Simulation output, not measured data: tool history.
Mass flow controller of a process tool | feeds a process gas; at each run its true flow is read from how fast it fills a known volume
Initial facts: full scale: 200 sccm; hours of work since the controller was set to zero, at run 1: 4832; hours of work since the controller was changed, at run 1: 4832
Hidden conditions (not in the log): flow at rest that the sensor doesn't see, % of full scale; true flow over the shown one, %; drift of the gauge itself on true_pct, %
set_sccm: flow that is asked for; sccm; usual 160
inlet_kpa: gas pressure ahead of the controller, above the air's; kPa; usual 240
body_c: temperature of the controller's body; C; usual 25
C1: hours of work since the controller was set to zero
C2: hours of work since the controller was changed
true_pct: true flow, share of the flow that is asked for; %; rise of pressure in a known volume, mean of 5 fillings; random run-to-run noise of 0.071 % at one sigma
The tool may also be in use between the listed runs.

{"run": 1, "hour": 0.0, "set_sccm": 160, "inlet_kpa": 240, "body_c": 25, "C1": 4832, "C2": 4832, "true_pct": 99.62}
{"run": 2, "hour": 361.0, "set_sccm": 160, "inlet_kpa": 240, "body_c": 25, "C1": 4958, "C2": 4958, "true_pct": 99.69}
{"run": 3, "hour": 649.7, "set_sccm": 160, "inlet_kpa": 162, "body_c": 25, "C1": 5059, "C2": 5059, "true_pct": 100.31}
{"run": 4, "hour": 933.6, "set_sccm": 160, "inlet_kpa": 162, "body_c": 25, "C1": 5158, "C2": 5158, "true_pct": 100.46}
{"run": 5, "hour": 1163.8, "set_sccm": 160, "inlet_kpa": 240, "body_c": 25, "C1": 5238, "C2": 5238, "true_pct": 100.04}
{"run": 6, "hour": 1458.4, "set_sccm": 160, "inlet_kpa": 159, "body_c": 25, "C1": 5341, "C2": 5341, "true_pct": 100.77}
{"run": 7, "hour": 1781.1, "set_sccm": 160, "inlet_kpa": 159, "body_c": 25, "C1": 5454, "C2": 5454, "true_pct": 100.88}
{"run": 8, "hour": 2128.1, "set_sccm": 104, "inlet_kpa": 203, "body_c": 25, "C1": 5575, "C2": 5575, "true_pct": 100.61}
{"run": 9, "hour": 2545.3, "set_sccm": 104, "inlet_kpa": 203, "body_c": 25, "C1": 5721, "C2": 5721, "true_pct": 100.74}
{"run": 10, "hour": 2804.5, "set_sccm": 69, "inlet_kpa": 248, "body_c": 37, "C1": 5811, "C2": 5811, "true_pct": 101.36}
{"run": 11, "hour": 3074.0, "set_sccm": 69, "inlet_kpa": 248, "body_c": 37, "C1": 5905, "C2": 5905, "true_pct": 101.45}
{"run": 12, "hour": 3339.2, "set_sccm": 24, "inlet_kpa": 277, "body_c": 23, "C1": 5998, "C2": 5998, "true_pct": 100.23}
{"run": 13, "hour": 3714.0, "set_sccm": 46, "inlet_kpa": 261, "body_c": 37, "C1": 6129, "C2": 6129, "true_pct": 101.52}
{"run": 14, "hour": 3965.7, "set_sccm": 23, "inlet_kpa": 261, "body_c": 33, "C1": 6217, "C2": 6217, "true_pct": 101.41}

4 options for the next run, each taken on its own from the tool as it stands now. Forecast them:
{"run": "A", "hour": 4270.3, "set_sccm": 62, "inlet_kpa": 146, "body_c": 23, "C1": 6323, "C2": 6323, "true_pct": "?"}
{"run": "B", "hour": 4270.3, "set_sccm": 150, "inlet_kpa": 150, "body_c": 28, "C1": 6323, "C2": 6323, "true_pct": "?"}
{"run": "C", "hour": 4270.3, "set_sccm": 44, "inlet_kpa": 261, "body_c": 32, "C1": 6323, "C2": 6323, "true_pct": "?"}
{"run": "D", "hour": 4270.3, "set_sccm": 160, "inlet_kpa": 240, "body_c": 29, "C1": 6323, "C2": 6323, "true_pct": "?"}

run=A true_pct=101.48
run=B true_pct=102.32
run=C true_pct=101.45
run=D true_pct=101.73
Without the tool's hidden state the same runs would have given:
run=A true_pct=99.61
run=B true_pct=100.44
run=C true_pct=99.57
run=D true_pct=99.87
